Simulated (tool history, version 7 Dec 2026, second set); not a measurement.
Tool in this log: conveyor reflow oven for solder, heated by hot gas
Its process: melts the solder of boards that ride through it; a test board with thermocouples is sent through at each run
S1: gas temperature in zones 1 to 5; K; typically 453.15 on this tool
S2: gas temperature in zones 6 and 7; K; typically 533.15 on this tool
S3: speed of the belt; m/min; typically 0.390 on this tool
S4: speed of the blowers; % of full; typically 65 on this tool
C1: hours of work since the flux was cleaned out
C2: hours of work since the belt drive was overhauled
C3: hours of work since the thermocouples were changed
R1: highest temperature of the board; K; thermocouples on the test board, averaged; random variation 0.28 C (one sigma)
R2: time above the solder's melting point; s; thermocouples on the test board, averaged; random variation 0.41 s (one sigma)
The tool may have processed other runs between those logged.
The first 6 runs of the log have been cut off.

Run 7, hour 359.3: usual settings but S3 0.355 m/min; C1 272; C2 841; C3 689. Result: R1 520.95 K, R2 76.3 s.
Run 8, hour 401.3: usual settings but S3 0.355 m/min; C1 301; C2 870; C3 717. Result: R1 521.15 K, R2 75.9 s.
Run 9, hour 455.1: usual settings but S4 69 % of full; C1 337; C2 906; C3 754. Result: R1 519.75 K, R2 67.4 s.
At hour 479.4: thermocouples of zones 6 and 7 changed.
Run 10, hour 536.2: usual settings but S1 464.15 K, S4 69 % of full; C1 391; C2 960; C3 39. Result: R1 521.95 K, R2 75.1 s.
Run 11, hour 594.7: usual settings; C1 431; C2 1000; C3 78. Result: R1 518.75 K, R2 66.4 s.
At hour 618.0: flux residue cleaned out of gas plates and filters.
Run 12, hour 639.5: usual settings; C1 15; C2 1027; C3 105. Result: R1 518.65 K, R2 65.7 s.
Run 13, hour 675.6: usual settings; C1 39; C2 1051; C3 130. Result: R1 519.55 K, R2 66.4 s.
Run 14, hour 721.6: usual settings; C1 70; C2 1082; C3 161. Result: R1 518.45 K, R2 65.7 s.
At hour 750.0: belt drive overhauled, speed set with a stopwatch.
Run 15, hour 794.2: usual settings; C1 117; C2 30; C3 208. Result: R1 518.75 K, R2 66.1 s.
Run 16, hour 867.4: usual settings; C1 167; C2 80; C3 258. Result: R1 518.95 K, R2 65.6 s.
Run 17, hour 903.8: usual settings but S1 458.15 K, S3 0.317 m/min, S4 77 % of full; C1 191; C2 105; C3 282. Result: R1 526.35 K, R2 95.5 s.
Run 18, hour 972.3: usual settings but S1 458.15 K, S3 0.317 m/min, S4 77 % of full; C1 238; C2 151; C3 329. Result: R1 526.95 K, R2 95.7 s.
Run 19, hour 1021.9: usual settings but S1 440.15 K, S2 527.15 K, S3 0.383 m/min, S4 68 % of full; C1 272; C2 185; C3 363. Result: R1 512.75 K, R2 54.6 s.
Run 20, hour 1072.0: usual settings but S1 440.15 K, S2 527.15 K, S3 0.383 m/min, S4 68 % of full; C1 306; C2 219; C3 397. Result: R1 512.75 K, R2 54.4 s.
Run 21, hour 1121.3: usual settings but S1 440.15 K, S2 527.15 K, S3 0.383 m/min, S4 68 % of full; C1 339; C2 252; C3 430. Result: R1 513.15 K, R2 54.8 s.
Run 22, hour 1202.2: usual settings but S1 440.15 K, S2 527.15 K, S3 0.383 m/min, S4 68 % of full; C1 394; C2 307; C3 485. Result: R1 513.05 K, R2 54.5 s.
Run 23, hour 1264.9: usual settings but S1 443.15 K, S4 88 % of full; C1 437; C2 350; C3 528. Result: R1 522.25 K, R2 67.2 s.
At hour 1276.6: flux residue cleaned out of gas plates and filters.
Run 24, hour 1340.0: usual settings but S1 464.15 K, S2 540.15 K, S3 0.325 m/min, S4 78 % of full; C1 43; C2 398; C3 575. Result: R1 533.55 K, R2 101.5 s.
Run 25, hour 1389.9: usual settings but S1 460.15 K, S2 540.15 K, S3 0.328 m/min, S4 78 % of full; C1 77; C2 431; C3 609. Result: R1 532.65 K, R2 97.5 s.
Run 26, hour 1468.9: usual settings but S1 457.15 K, S2 536.15 K, S3 0.452 m/min, S4 87 % of full; C1 131; C2 485; C3 663. Result: R1 523.55 K, R2 62.4 s.
Run 27, hour 1531.6: usual settings but S1 449.15 K, S2 543.15 K; C1 173; C2 528; C3 706. Result: R1 526.55 K, R2 71.6 s.
Run 28, hour 1603.3: usual settings but S4 60 % of full; C1 222; C2 576; C3 754. Result: R1 517.45 K, R2 63.2 s.
At hour 1626.5: thermocouples of zones 6 and 7 changed.
Run 29, hour 1655.6: usual settings but S1 461.15 K, S4 78 % of full; C1 256; C2 611; C3 20. Result: R1 522.95 K, R2 75.0 s.
Run 30, hour 1713.2: usual settings but S1 456.15 K, S2 529.15 K, S3 0.381 m/min, S4 62 % of full; C1 295; C2 650; C3 59. Result: R1 516.05 K, R2 66.0 s.
Run 31, hour 1753.3: usual settings but S1 456.15 K, S2 529.15 K, S3 0.381 m/min, S4 62 % of full; C1 323; C2 677; C3 86. Result: R1 516.45 K, R2 66.7 s.

Here are 3 independent what-if runs from the current tool condition. What would each one return?
Run A, hour 1815.9: usual settings but S1 446.15 K, S3 0.381 m/min, S4 51 % of full; C1 365; C2 720; C3 129. Result: R1 ?, R2 ?.
Run B, hour 1815.9: usual settings but S4 89 % of full; C1 365; C2 720; C3 129. Result: R1 ?, R2 ?.
Run C, hour 1815.9: usual settings but S1 444.15 K, S2 536.15 K, S3 0.446 m/min, S4 62 % of full; C1 365; C2 720; C3 129. Result: R1 ?, R2 ?.

run      R1    R2
  A  513.75  55.9
  B  523.75  73.1
  C  514.65  47.9
Without the tool's hidden state the same runs would have given:
run      R1    R2
  A  513.85  56.0
  B  523.75  73.1
  C  514.65  47.9
